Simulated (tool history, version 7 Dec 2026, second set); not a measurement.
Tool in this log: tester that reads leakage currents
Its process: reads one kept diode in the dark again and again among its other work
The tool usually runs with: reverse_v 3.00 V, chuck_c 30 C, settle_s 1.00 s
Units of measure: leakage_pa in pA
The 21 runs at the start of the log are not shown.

run,hour,reverse_v,chuck_c,settle_s,leakage_pa
# hour 2768.1: probe card cleaned and baked
22,2795.8,3.00,59,1.77,1771.98
23,2874.1,3.00,21,1.77,72.89
24,3012.1,12.84,22,1.77,125.27
# hour 3029.7: chuck's temperature calibrated
25,3131.8,17.44,54,2.39,2064.81
26,3271.0,17.44,54,2.39,2076.25
27,3381.4,17.44,54,2.39,2080.67
# hour 3446.7: tester calibrated
28,3516.4,17.44,54,2.39,2078.53
29,3605.6,17.44,54,6.88,2081.32
30,3774.4,11.25,36,1.09,423.98
31,3933.0,7.85,49,4.85,1100.97

5 ways to go on from here, each from the tool as it stands after run 31. What would each give?
A,4081.2,12.89,43,6.59,?
B,4081.2,10.14,30,1.00,?
C,4081.2,13.49,40,4.85,?
D,4081.2,16.54,54,2.06,?
E,4081.2,1.90,30,1.00,?

run,leakage_pa
A,787.74
B,243.33
C,626.47
D,2043.86
E,144.54
Without the tool's unlogged condition, the same runs would have read:
run,leakage_pa
A,787.47
B,243.19
C,626.22
D,2043.34
E,144.50

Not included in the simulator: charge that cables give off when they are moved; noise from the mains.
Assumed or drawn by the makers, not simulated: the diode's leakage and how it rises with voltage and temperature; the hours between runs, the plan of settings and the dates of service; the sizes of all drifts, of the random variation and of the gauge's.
